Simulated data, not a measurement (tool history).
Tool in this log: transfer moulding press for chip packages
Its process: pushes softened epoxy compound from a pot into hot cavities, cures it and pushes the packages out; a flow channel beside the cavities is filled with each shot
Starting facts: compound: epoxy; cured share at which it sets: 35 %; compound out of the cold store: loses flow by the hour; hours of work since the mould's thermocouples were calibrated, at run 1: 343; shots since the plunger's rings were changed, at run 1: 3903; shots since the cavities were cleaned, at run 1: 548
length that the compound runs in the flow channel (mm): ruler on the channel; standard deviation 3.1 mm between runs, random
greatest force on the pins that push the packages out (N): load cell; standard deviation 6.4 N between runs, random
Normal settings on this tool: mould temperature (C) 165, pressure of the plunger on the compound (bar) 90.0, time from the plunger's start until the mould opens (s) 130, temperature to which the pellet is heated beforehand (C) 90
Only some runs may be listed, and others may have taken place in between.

run   hour  mould temperature (C)  pressure of the plunger on the compound (bar)  time from the plunger's start until the mould opens (s)  temperature to which the pellet is heated beforehand (C)  hours of work since the mould's thermocouples were calibrated  shots since the plunger's rings were changed  shots since the cavities were cleaned  incoming compound's hours out of the cold store  length that the compound runs in the flow channel (mm)  greatest force on the pins that push the packages out (N)
  1    0.0                    165                                           90.0                                                      130                                                        90                                                            343                                          3903                                    548                                             16.7                                                     635                                                        348
  2   16.1                    165                                           90.0                                                      130                                                        90                                                            351                                          4018                                    663                                             35.9                                                     574                                                        367
      27.3  -- cavities cleaned with cleaning compound and waxed
  3   30.5                    165                                           90.0                                                      130                                                        90                                                            357                                          4110                                     22                                             22.0                                                     622                                                        403
  4   47.8                    165                                           90.0                                                      130                                                        90                                                            366                                          4234                                    146                                             41.3                                                     555                                                        416
  5   66.4                    165                                           90.0                                                      130                                                        90                                                            375                                          4367                                    279                                             41.1                                                     556                                                        427
  6   80.1                    165                                           90.0                                                      130                                                        90                                                            382                                          4465                                    377                                             41.4                                                     560                                                        419
      86.4  -- cavities cleaned with cleaning compound and waxed, once more
  7   96.8                    165                                           90.0                                                      130                                                        90                                                            389                                          4573                                     74                                             27.6                                                     598                                                        279
  8  106.4                    165                                           90.0                                                      130                                                        90                                                            394                                          4642                                    143                                             31.0                                                     584                                                        306
  9  117.5                    165                                           90.0                                                      130                                                        90                                                            399                                          4721                                    222                                             24.8                                                     602                                                        315
 10  137.1                    165                                           90.0                                                      130                                                        90                                                            409                                          4862                                    363                                             24.6                                                     609                                                        334
 11  145.6                    165                                           90.0                                                      130                                                        90                                                            413                                          4922                                    423                                             47.9                                                     535                                                        337
 12  155.9                    166                                           90.0                                                      130                                                        90                                                            418                                          4996                                    497                                              8.1                                                     662                                                        340
 13  169.8                    166                                           90.0                                                      130                                                        90                                                            425                                          5095                                    596                                             38.1                                                     560                                                        352
 14  178.9                    166                                           90.0                                                      130                                                        90                                                            430                                          5160                                    661                                             25.2                                                     607                                                        353
     190.8  -- cavities cleaned with cleaning compound and waxed
 15  198.8                    166                                           90.0                                                      130                                                        90                                                            439                                          5291                                     57                                             35.1                                                     564                                                        262
 16  215.0                    165                                           96.8                                                      121                                                        90                                                            447                                          5408                                    174                                             23.9                                                     631                                                        334
 17  225.7                    159                                           96.8                                                      121                                                        90                                                            452                                          5484                                    250                                             15.7                                                     674                                                        510
 18  242.2                    159                                           79.9                                                      149                                                        90                                                            460                                          5602                                    368                                             39.6                                                     543                                                        345
 19  252.8                    158                                           79.1                                                      149                                                        91                                                            466                                          5678                                    444                                             26.8                                                     576                                                        394
 20  266.7                    167                                           87.2                                                      160                                                        83                                                            473                                          5777                                    543                                             41.5                                                     543                                                        327
 21  280.7                    162                                          100.0                                                      154                                                        80                                                            480                                          5877                                    643                                             28.0                                                     631                                                        359
     294.8  -- cavities cleaned with cleaning compound and waxed
 22  297.3                    164                                           90.0                                                      130                                                        90                                                            487                                          5985                                     18                                             26.5                                                     601                                                        274
 23  306.0                    165                                           71.4                                                      130                                                        98                                                            491                                          6047                                     80                                             43.0                                                     487                                                        263
 24  319.5                    165                                           71.4                                                      151                                                        98                                                            498                                          6144                                    177                                             14.4                                                     565                                                        282
 25  336.9                    170                                           90.0                                                      130                                                        91                                                            507                                          6268                                    301                                             26.0                                                     583                                                        285
 26  357.1                    161                                          100.3                                                      137                                                        97                                                            517                                          6412                                    445                                             21.9                                                     650                                                        373
     378.8  -- plunger's sealing rings changed
 27  379.4                    170                                           85.6                                                      116                                                        90                                                            526                                             5                                    587                                             12.9                                                     640                                                        349
 28  392.6                    170                                           85.6                                                      116                                                        90                                                            533                                            99                                    681                                             14.3                                                     632                                                        358
     401.6  -- cavities cleaned with cleaning compound and waxed
 29  411.1                    170                                           85.6                                                      116                                                        90                                                            541                                           220                                     67                                             32.5                                                     571                                                        271

Measured result minus the same run's result without the hidden state. Both carry the same run-to-run variation, though not necessarily the same gauge scatter:
The tool's hidden condition here consists of: true mould temperature over the reading, C; pressure that reaches the compound, % of what is set; grip of the stained cavities, % over clean ones'; drift of the gauge itself on flow_mm, %; drift of the gauge itself on push_out_n, %.
run  length that the compound runs in the flow channel (mm)  greatest force on the pins that push the packages out (N)
  1                                                     -15                                                        +98
  2                                                     -15                                                       +111
  3                                                     -16                                                       +154
  4                                                     -15                                                       +164
  5                                                     -16                                                       +168
  6                                                     -16                                                       +170
  7                                                     -18                                                        +26
  8                                                     -17                                                        +42
  9                                                     -18                                                        +55
 10                                                     -18                                                        +80
 11                                                     -17                                                        +87
 12                                                     -21                                                        +96
 13                                                     -18                                                       +105
 14                                                     -19                                                       +111
 15                                                     -19                                                        +19
 16                                                     -21                                                        +54
 17                                                     -22                                                       +116
 18                                                     -19                                                        +86
 19                                                     -20                                                       +109
 20                                                     -20                                                        +88
 21                                                     -24                                                       +109
 22                                                     -22                                                        +14
 23                                                     -18                                                        +23
 24                                                     -21                                                        +40
 25                                                     -23                                                        +57
 26                                                     -25                                                       +106
 27                                                      +2                                                       +104
 28                                                      +2                                                       +113
 29                                                      +1                                                        +23
